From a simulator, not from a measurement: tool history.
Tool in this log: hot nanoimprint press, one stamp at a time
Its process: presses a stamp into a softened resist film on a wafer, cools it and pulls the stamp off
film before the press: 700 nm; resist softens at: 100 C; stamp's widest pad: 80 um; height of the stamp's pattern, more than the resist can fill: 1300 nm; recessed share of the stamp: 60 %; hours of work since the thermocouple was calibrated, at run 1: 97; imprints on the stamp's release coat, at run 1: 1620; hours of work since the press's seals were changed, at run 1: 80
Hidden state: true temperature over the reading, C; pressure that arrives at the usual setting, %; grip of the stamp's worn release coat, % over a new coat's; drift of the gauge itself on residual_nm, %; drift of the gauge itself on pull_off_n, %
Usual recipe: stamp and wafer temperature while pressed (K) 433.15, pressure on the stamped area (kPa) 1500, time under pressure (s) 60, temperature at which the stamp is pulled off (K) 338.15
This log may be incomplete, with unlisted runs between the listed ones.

run,hour,stamp and wafer temperature while pressed (K),pressure on the stamped area (kPa),time under pressure (s),temperature at which the stamp is pulled off (K),hours of work since the thermocouple was calibrated,imprints on the stamp's release coat,hours of work since the press's seals were changed,resist left under the stamp's widest pad (Å),greatest force while the stamp is pulled off (N)
1,0.0,433.15,1500,60,338.15,97,1620,80,3724,234
2,20.5,433.15,1500,79,338.15,106,1665,89,3403,243
3,34.9,433.15,1500,79,338.15,113,1698,96,3414,228
4,51.0,433.15,1500,79,338.15,121,1734,103,3411,238
# hour 62.7: stamp cleaned and given a new release coat
5,78.5,433.15,2140,60,338.15,130,36,113,3179,241
6,100.5,433.15,2140,60,327.15,141,85,124,3185,281
7,120.4,433.15,2140,60,327.15,150,129,133,3164,274
8,133.8,433.15,2140,60,327.15,156,159,139,3147,288
9,150.2,433.15,1500,60,338.15,164,196,147,3774,230
10,165.0,433.15,1500,60,338.15,171,229,154,3796,223
11,189.0,433.15,1500,60,338.15,182,282,165,3752,236
12,207.8,433.15,1500,60,338.15,190,324,173,3786,234
13,226.9,433.15,1500,72,338.15,199,367,182,3574,240
14,242.6,423.15,2380,88,333.15,207,402,189,4765,252
15,262.3,430.15,2240,36,339.15,216,446,199,4366,228
16,273.3,432.15,1170,68,339.15,221,471,204,4273,230
17,294.1,433.15,1180,31,338.15,230,517,213,5000,237
18,320.8,432.15,1180,57,338.15,243,577,226,4387,235

Alternative continuations, all from the tool just after run 18; predict every row:
A,338.9,433.15,2240,98,338.15,251,617,234,?,?
B,338.9,432.15,2040,98,338.15,251,617,234,?,?
C,338.9,444.15,1180,57,338.15,251,617,234,?,?

run,resist left under the stamp's widest pad (Å),greatest force while the stamp is pulled off (N)
A,2608,245
B,2906,238
C,2357,235
What these runs would have given with no unlogged condition in the tool:
run,resist left under the stamp's widest pad (Å),greatest force while the stamp is pulled off (N)
A,2599,244
B,2896,237
C,2350,233
